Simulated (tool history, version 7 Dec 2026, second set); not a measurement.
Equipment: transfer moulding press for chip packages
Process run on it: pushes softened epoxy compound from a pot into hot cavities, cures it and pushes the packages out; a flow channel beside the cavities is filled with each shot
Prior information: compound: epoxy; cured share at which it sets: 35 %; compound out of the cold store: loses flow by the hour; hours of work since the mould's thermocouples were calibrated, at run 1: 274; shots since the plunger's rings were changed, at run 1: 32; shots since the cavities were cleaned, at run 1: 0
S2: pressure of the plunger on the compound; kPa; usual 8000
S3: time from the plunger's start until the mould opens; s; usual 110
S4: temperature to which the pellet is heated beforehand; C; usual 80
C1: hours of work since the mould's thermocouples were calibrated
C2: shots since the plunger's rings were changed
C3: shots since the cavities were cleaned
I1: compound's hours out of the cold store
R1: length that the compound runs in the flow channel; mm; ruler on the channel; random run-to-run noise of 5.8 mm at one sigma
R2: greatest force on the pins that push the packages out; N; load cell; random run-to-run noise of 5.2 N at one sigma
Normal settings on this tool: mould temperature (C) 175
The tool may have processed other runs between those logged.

Run 1, hour 0.0: usual settings; C1 274; C2 32; C3 0; I1 47.7. Result: R1 677 mm, R2 181 N.
Run 2, hour 69.9: usual settings; C1 304; C2 510; C3 478; I1 22.3. Result: R1 764 mm, R2 260 N.
Run 3, hour 106.9: usual settings; C1 319; C2 763; C3 731; I1 42.2. Result: R1 698 mm, R2 292 N.
At hour 162.7: cavities cleaned with cleaning compound and waxed.
Run 4, hour 172.8: usual settings; C1 347; C2 1204; C3 69; I1 31.5. Result: R1 725 mm, R2 190 N.
Run 5, hour 238.4: usual settings; C1 375; C2 1653; C3 518; I1 41.0. Result: R1 692 mm, R2 261 N.
Run 6, hour 301.4: usual settings; C1 401; C2 2084; C3 949; I1 36.5. Result: R1 703 mm, R2 298 N.
At hour 325.1: cavities cleaned with cleaning compound and waxed.
Run 7, hour 361.0: usual settings; C1 426; C2 2482; C3 246; I1 39.9. Result: R1 683 mm, R2 222 N.
Run 8, hour 411.2: usual settings but mould temperature (C) 169; C1 447; C2 2825; C3 589; I1 36.2. Result: R1 709 mm, R2 358 N.
Run 9, hour 465.7: usual settings but mould temperature (C) 169; C1 471; C2 3198; C3 962; I1 19.1. Result: R1 766 mm, R2 430 N.
At hour 478.7: mould's thermocouples calibrated.
At hour 494.2: cavities cleaned with cleaning compound and waxed.
Run 10, hour 546.2: usual settings but mould temperature (C) 169; C1 28; C2 3725; C3 355; I1 29.7. Result: R1 716 mm, R2 302 N.
Run 11, hour 598.4: usual settings; C1 50; C2 4083; C3 713; I1 47.1. Result: R1 648 mm, R2 297 N.
Run 12, hour 636.0: usual settings; C1 66; C2 4340; C3 970; I1 36.5. Result: R1 669 mm, R2 313 N.
At hour 659.5: cavities cleaned with cleaning compound and waxed.
Run 13, hour 688.5: usual settings but S2 7580 kPa; C1 88; C2 4689; C3 198; I1 26.1. Result: R1 683 mm, R2 210 N.
Run 14, hour 732.9: usual settings but S3 125 s; C1 107; C2 4993; C3 502; I1 39.6. Result: R1 656 mm, R2 245 N.
Run 15, hour 811.3: usual settings but S3 125 s; C1 140; C2 5529; C3 1038; I1 29.2. Result: R1 693 mm, R2 301 N.
At hour 825.2: cavities cleaned with cleaning compound and waxed.
Run 16, hour 885.2: usual settings but S3 125 s; C1 171; C2 6025; C3 411; I1 21.3. Result: R1 709 mm, R2 236 N.
Run 17, hour 940.4: usual settings but S2 9250 kPa, S3 136 s; C1 194; C2 6402; C3 788; I1 8.2. Result: R1 804 mm, R2 283 N.
At hour 989.3: cavities cleaned with cleaning compound and waxed.
Run 18, hour 1002.9: usual settings but mould temperature (C) 171, S2 6450 kPa, S3 108 s, S4 83 C; C1 220; C2 6820; C3 93; I1 42.4. Result: R1 571 mm, R2 219 N.
At hour 1010.1: plunger's sealing rings changed.
Run 19, hour 1050.5: usual settings but mould temperature (C) 174, S2 6260 kPa, S3 104 s, S4 84 C; C1 239; C2 277; C3 402; I1 35.8. Result: R1 633 mm, R2 256 N.
Run 20, hour 1126.7: usual settings but S3 112 s; C1 272; C2 798; C3 923; I1 43.4. Result: R1 694 mm, R2 304 N.
At hour 1159.5: cavities cleaned with cleaning compound and waxed.
Run 21, hour 1188.0: usual settings but mould temperature (C) 168, S4 82 C; C1 297; C2 1207; C3 195; I1 11.8. Result: R1 830 mm, R2 316 N.
Run 22, hour 1266.0: usual settings but mould temperature (C) 181, S2 6210 kPa, S3 141 s, S4 89 C; C1 330; C2 1741; C3 729; I1 38.3. Result: R1 592 mm, R2 271 N.
At hour 1321.2: cavities cleaned with cleaning compound and waxed.
Run 23, hour 1334.7: usual settings but mould temperature (C) 170, S2 9590 kPa, S3 111 s, S4 81 C; C1 359; C2 2201; C3 93; I1 37.9. Result: R1 763 mm, R2 227 N.
Run 24, hour 1376.0: usual settings but mould temperature (C) 170, S2 6240 kPa, S3 111 s, S4 77 C; C1 377; C2 2484; C3 376; I1 39.2. Result: R1 626 mm, R2 298 N.
Run 25, hour 1442.0: usual settings but mould temperature (C) 170, S2 6240 kPa, S3 111 s, S4 72 C; C1 405; C2 2935; C3 827; I1 47.3. Result: R1 598 mm, R2 365 N.
At hour 1485.9: cavities cleaned with cleaning compound and waxed.
Run 26, hour 1489.9: usual settings but mould temperature (C) 170, S2 6240 kPa, S3 111 s, S4 72 C; C1 424; C2 3253; C3 27; I1 17.8. Result: R1 693 mm, R2 211 N.
Run 27, hour 1534.6: usual settings but mould temperature (C) 170, S2 6240 kPa, S3 111 s, S4 72 C; C1 443; C2 3559; C3 333; I1 19.4. Result: R1 672 mm, R2 288 N.
Run 28, hour 1569.0: usual settings but mould temperature (C) 177; C1 458; C2 3794; C3 568; I1 22.0. Result: R1 719 mm, R2 266 N.
At hour 1609.5: mould's thermocouples calibrated.
Run 29, hour 1646.1: usual settings but mould temperature (C) 177, S3 114 s, S4 77 C; C1 16; C2 4308; C3 1082; I1 41.4. Result: R1 654 mm, R2 320 N.

Consider 3 possible next runs. They are alternatives, not a sequence: every one starts from the tool as it was left by run 29. What does each give?
At hour 1651.2: cavities cleaned with cleaning compound and waxed.
Run A, hour 1701.1: usual settings but S3 102 s; C1 38; C2 4675; C3 342; I1 12.3. Result: R1 ?, R2 ?.
At hour 1651.2: cavities cleaned with cleaning compound and waxed.
Run B, hour 1701.1: usual settings but mould temperature (C) 177, S3 114 s, S4 77 C; C1 38; C2 4675; C3 342; I1 10.7. Result: R1 ?, R2 ?.
At hour 1651.2: cavities cleaned with cleaning compound and waxed.
Run C, hour 1701.1: usual settings but S2 7710 kPa; C1 38; C2 4675; C3 342; I1 34.7. Result: R1 ?, R2 ?.

run   R1   R2
  A  765  279
  B  755  243
  C  663  248
Without the tool's unlogged condition, the same runs would have read:
run   R1   R2
  A  814  190
  B  803  168
  C  706  170
